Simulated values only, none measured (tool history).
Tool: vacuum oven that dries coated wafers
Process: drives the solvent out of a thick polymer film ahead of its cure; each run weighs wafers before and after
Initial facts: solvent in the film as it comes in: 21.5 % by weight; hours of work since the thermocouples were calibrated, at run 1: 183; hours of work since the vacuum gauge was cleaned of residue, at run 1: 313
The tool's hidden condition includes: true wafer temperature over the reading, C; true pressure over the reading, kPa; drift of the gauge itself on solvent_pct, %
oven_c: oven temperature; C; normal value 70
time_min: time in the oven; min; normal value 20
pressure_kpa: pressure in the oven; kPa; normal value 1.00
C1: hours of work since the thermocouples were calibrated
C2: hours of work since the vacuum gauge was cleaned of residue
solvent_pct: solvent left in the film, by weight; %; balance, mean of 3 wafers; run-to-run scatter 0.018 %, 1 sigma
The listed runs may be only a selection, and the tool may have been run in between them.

run 1 hour=0.0 | oven_c=70 time_min=20 pressure_kpa=1.00 | C1=183 C2=313 | solvent_pct=3.45
run 2 hour=10.7 | oven_c=70 time_min=21 pressure_kpa=1.00 | C1=191 C2=321 | solvent_pct=3.18
run 3 hour=21.5 | oven_c=70 time_min=21 pressure_kpa=1.00 | C1=199 C2=329 | solvent_pct=3.23
run 4 hour=34.3 | oven_c=70 time_min=21 pressure_kpa=1.00 | C1=208 C2=339 | solvent_pct=3.19
run 5 hour=51.5 | oven_c=70 time_min=21 pressure_kpa=1.00 | C1=221 C2=351 | solvent_pct=3.17
run 6 hour=63.0 | oven_c=70 time_min=20 pressure_kpa=3.32 | C1=230 C2=360 | solvent_pct=4.17
run 7 hour=77.4 | oven_c=70 time_min=20 pressure_kpa=0.78 | C1=240 C2=370 | solvent_pct=3.39
run 8 hour=86.8 | oven_c=78 time_min=20 pressure_kpa=1.00 | C1=247 C2=377 | solvent_pct=1.84
run 9 hour=104.5 | oven_c=84 time_min=20 pressure_kpa=1.00 | C1=260 C2=390 | solvent_pct=1.03
run 10 hour=112.5 | oven_c=84 time_min=20 pressure_kpa=1.00 | C1=266 C2=396 | solvent_pct=1.04
run 11 hour=125.4 | oven_c=67 time_min=20 pressure_kpa=1.00 | C1=276 C2=406 | solvent_pct=4.19
run 12 hour=138.7 | oven_c=70 time_min=13 pressure_kpa=1.00 | C1=286 C2=416 | solvent_pct=6.01
run 13 hour=154.6 | oven_c=70 time_min=13 pressure_kpa=1.00 | C1=297 C2=427 | solvent_pct=5.98
run 14 hour=169.2 | oven_c=70 time_min=13 pressure_kpa=1.48 | C1=308 C2=438 | solvent_pct=6.11
run 15 hour=183.7 | oven_c=70 time_min=13 pressure_kpa=1.48 | C1=319 C2=449 | solvent_pct=6.10
run 16 hour=192.5 | oven_c=70 time_min=13 pressure_kpa=1.48 | C1=325 C2=455 | solvent_pct=6.16
run 17 hour=206.1 | oven_c=70 time_min=20 pressure_kpa=1.00 | C1=335 C2=465 | solvent_pct=3.48
run 18 hour=224.3 | oven_c=70 time_min=32 pressure_kpa=1.00 | C1=349 C2=479 | solvent_pct=1.51
run 19 hour=239.6 | oven_c=70 time_min=20 pressure_kpa=0.64 | C1=360 C2=490 | solvent_pct=3.38
run 20 hour=247.5 | oven_c=70 time_min=20 pressure_kpa=4.00 | C1=366 C2=496 | solvent_pct=4.47
run 21 hour=257.1 | oven_c=70 time_min=20 pressure_kpa=1.25 | C1=373 C2=503 | solvent_pct=3.58
run 22 hour=274.8 | oven_c=70 time_min=20 pressure_kpa=1.25 | C1=386 C2=516 | solvent_pct=3.56
run 23 hour=286.9 | oven_c=69 time_min=20 pressure_kpa=1.00 | C1=395 C2=525 | solvent_pct=3.73
run 24 hour=295.2 | oven_c=69 time_min=20 pressure_kpa=1.00 | C1=401 C2=531 | solvent_pct=3.78
run 25 hour=308.4 | oven_c=75 time_min=20 pressure_kpa=1.15 | C1=411 C2=541 | solvent_pct=2.44
run 26 hour=319.4 | oven_c=75 time_min=10 pressure_kpa=1.15 | C1=419 C2=549 | solvent_pct=6.35
run 27 hour=328.8 | oven_c=70 time_min=14 pressure_kpa=0.60 | C1=426 C2=556 | solvent_pct=5.46
run 28 hour=344.0 | oven_c=70 time_min=14 pressure_kpa=0.60 | C1=437 C2=567 | solvent_pct=5.48
run 29 hour=359.1 | oven_c=70 time_min=14 pressure_kpa=0.60 | C1=448 C2=578 | solvent_pct=5.47
run 30 hour=369.0 | oven_c=78 time_min=29 pressure_kpa=2.22 | C1=456 C2=586 | solvent_pct=1.15
run 31 hour=377.1 | oven_c=74 time_min=34 pressure_kpa=1.08 | C1=462 C2=592 | solvent_pct=0.93
run 32 hour=390.5 | oven_c=70 time_min=20 pressure_kpa=0.64 | C1=471 C2=601 | solvent_pct=3.42
run 33 hour=398.1 | oven_c=70 time_min=20 pressure_kpa=0.64 | C1=477 C2=607 | solvent_pct=3.42
run 34 hour=409.0 | oven_c=73 time_min=20 pressure_kpa=3.80 | C1=485 C2=615 | solvent_pct=3.67
run 35 hour=421.2 | oven_c=73 time_min=20 pressure_kpa=3.80 | C1=494 C2=624 | solvent_pct=3.69
run 36 hour=432.7 | oven_c=82 time_min=20 pressure_kpa=1.07 | C1=503 C2=633 | solvent_pct=1.30
run 37 hour=443.7 | oven_c=82 time_min=20 pressure_kpa=2.02 | C1=511 C2=641 | solvent_pct=1.50
run 38 hour=461.1 | oven_c=60 time_min=10 pressure_kpa=1.00 | C1=524 C2=654 | solvent_pct=10.44
run 39 hour=468.9 | oven_c=73 time_min=10 pressure_kpa=1.00 | C1=529 C2=659 | solvent_pct=6.82
run 40 hour=479.9 | oven_c=71 time_min=20 pressure_kpa=3.89 | C1=537 C2=668 | solvent_pct=4.21
run 41 hour=493.0 | oven_c=62 time_min=20 pressure_kpa=0.65 | C1=547 C2=677 | solvent_pct=5.61
run 42 hour=510.0 | oven_c=84 time_min=31 pressure_kpa=1.69 | C1=560 C2=690 | solvent_pct=0.58
run 43 hour=519.3 | oven_c=72 time_min=31 pressure_kpa=1.69 | C1=567 C2=697 | solvent_pct=1.62
run 44 hour=528.7 | oven_c=65 time_min=31 pressure_kpa=1.69 | C1=573 C2=703 | solvent_pct=2.86
run 45 hour=547.1 | oven_c=70 time_min=29 pressure_kpa=1.00 | C1=587 C2=717 | solvent_pct=1.91
run 46 hour=563.1 | oven_c=67 time_min=29 pressure_kpa=1.00 | C1=599 C2=729 | solvent_pct=2.46
run 47 hour=570.6 | oven_c=67 time_min=29 pressure_kpa=1.00 | C1=604 C2=734 | solvent_pct=2.43
run 48 hour=578.1 | oven_c=67 time_min=29 pressure_kpa=1.00 | C1=610 C2=740 | solvent_pct=2.48

Measured less the same run without the tool's hidden state. The same run-to-run variation is in both; the gauge's scatter may not be:
run=1 solvent_pct=-0.15
run=2 solvent_pct=-0.14
run=3 solvent_pct=-0.14
run=4 solvent_pct=-0.14
run=5 solvent_pct=-0.14
run=6 solvent_pct=-0.16
run=7 solvent_pct=-0.14
run=8 solvent_pct=-0.09
run=9 solvent_pct=-0.06
run=10 solvent_pct=-0.05
run=11 solvent_pct=-0.13
run=12 solvent_pct=-0.16
run=13 solvent_pct=-0.15
run=14 solvent_pct=-0.14
run=15 solvent_pct=-0.15
run=16 solvent_pct=-0.14
run=17 solvent_pct=-0.11
run=18 solvent_pct=-0.05
run=19 solvent_pct=-0.10
run=20 solvent_pct=-0.12
run=21 solvent_pct=-0.10
run=22 solvent_pct=-0.10
run=23 solvent_pct=-0.09
run=24 solvent_pct=-0.09
run=25 solvent_pct=-0.07
run=26 solvent_pct=-0.12
run=27 solvent_pct=-0.10
run=28 solvent_pct=-0.10
run=29 solvent_pct=-0.10
run=30 solvent_pct=-0.01
run=31 solvent_pct=+0.00
run=32 solvent_pct=-0.07
run=33 solvent_pct=-0.06
run=34 solvent_pct=-0.07
run=35 solvent_pct=-0.07
run=36 solvent_pct=-0.03
run=37 solvent_pct=-0.03
run=38 solvent_pct=-0.07
run=39 solvent_pct=-0.09
run=40 solvent_pct=-0.06
run=41 solvent_pct=-0.06
run=42 solvent_pct=+0.02
run=43 solvent_pct=+0.00
run=44 solvent_pct=-0.01
run=45 solvent_pct=+0.00
run=46 solvent_pct=+0.00
run=47 solvent_pct=+0.00
run=48 solvent_pct=-0.01
